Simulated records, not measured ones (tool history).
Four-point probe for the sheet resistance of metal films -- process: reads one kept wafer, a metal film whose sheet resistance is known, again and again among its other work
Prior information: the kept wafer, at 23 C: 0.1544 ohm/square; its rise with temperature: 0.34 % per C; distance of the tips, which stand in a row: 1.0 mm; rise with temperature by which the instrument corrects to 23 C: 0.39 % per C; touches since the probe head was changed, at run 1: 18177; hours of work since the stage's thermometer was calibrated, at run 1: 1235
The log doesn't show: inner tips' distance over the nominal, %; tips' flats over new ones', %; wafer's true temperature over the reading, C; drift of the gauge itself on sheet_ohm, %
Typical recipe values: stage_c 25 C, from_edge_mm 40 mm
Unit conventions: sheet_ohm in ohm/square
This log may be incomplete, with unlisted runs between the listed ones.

| run | hour | stage_c | from_edge_mm | touches since the probe head was changed | hours of work since the stage's thermometer was calibrated | sheet_ohm |
|---|---|---|---|---|---|---|
| 1 | 0 | 25 | 40 | 18177 | 1235 | 0.154925 |
| 2 | 95.2 | 25 | 40 | 20765 | 1301 | 0.154925 |
| 3 | 150.3 | 34 | 40 | 22261 | 1340 | 0.15421 |
| 4 | 207.7 | 34 | 40 | 23822 | 1380 | 0.15428 |
| 5 | 305.9 | 23 | 40 | 26492 | 1448 | 0.155226 |
| 6 | 371.5 | 23 | 72 | 28273 | 1494 | 0.155217 |
| 7 | 421.5 | 23 | 72 | 29634 | 1528 | 0.155297 |
| 8 | 489.9 | 23 | 72 | 31491 | 1576 | 0.155331 |
| 9 | 572.7 | 23 | 72 | 33743 | 1633 | 0.155305 |
| 10 | 620.2 | 25 | 13 | 35033 | 1666 | 0.155718 |
| 11 | 681.4 | 25 | 15 | 36698 | 1709 | 0.155582 |
| 12 | 725.3 | 25 | 15 | 37891 | 1740 | 0.155584 |
| 13 | 833.5 | 25 | 41 | 40830 | 1815 | 0.155339 |
| 14 | 909.3 | 25 | 41 | 42892 | 1868 | 0.155395 |
| 15 | 1018.2 | 24 | 40 | 45851 | 1943 | 0.155551 |
| 16 | 1071.6 | 27 | 14 | 47304 | 1980 | 0.155712 |
| 17 | 1179.2 | 27 | 14 | 50227 | 2055 | 0.155775 |
| 18 | 1258.8 | 27 | 14 | 52389 | 2111 | 0.155778 |
| 19 | 1352.6 | 21 | 4 | 54940 | 2176 | 0.161077 |
| 20 | 1431.2 | 21 | 4 | 57075 | 2230 | 0.161063 |
| 21 | 1524.8 | 21 | 4 | 59620 | 2296 | 0.161188 |
| 22 | 1587.6 | 27 | 40 | 61327 | 2339 | 0.155596 |
| 23 | 1666 | 29 | 12 | 63459 | 2394 | 0.155974 |
|  | 1737.5 | stage's thermometer calibrated |
| 24 | 1769.6 | 30 | 40 | 66260 | 22 | 0.155015 |
| 25 | 1854.3 | 33 | 4 | 68562 | 81 | 0.159894 |
| 26 | 1949 | 26 | 17 | 71137 | 147 | 0.155748 |
| 27 | 1994.2 | 26 | 17 | 72364 | 179 | 0.155761 |

Below are 5 alternative next runs, each starting from the tool's condition after run 27. Predict each:
| A | 2069.4 | 22 | 3 | 74409 | 231 | ? |
| B | 2069.4 | 30 | 57 | 74409 | 231 | ? |
| C | 2069.4 | 27 | 4 | 74409 | 231 | ? |
| D | 2069.4 | 26 | 24 | 74409 | 231 | ? |
| E | 2069.4 | 31 | 8 | 74409 | 231 | ? |

| run | sheet_ohm |
|---|---|
| A | 0.164602 |
| B | 0.155161 |
| C | 0.16046 |
| D | 0.155712 |
| E | 0.156387 |
What these runs would have given with no unlogged condition in the tool:
| run | sheet_ohm |
|---|---|
| A | 0.163152 |
| B | 0.153789 |
| C | 0.159044 |
| D | 0.154335 |
| E | 0.155005 |
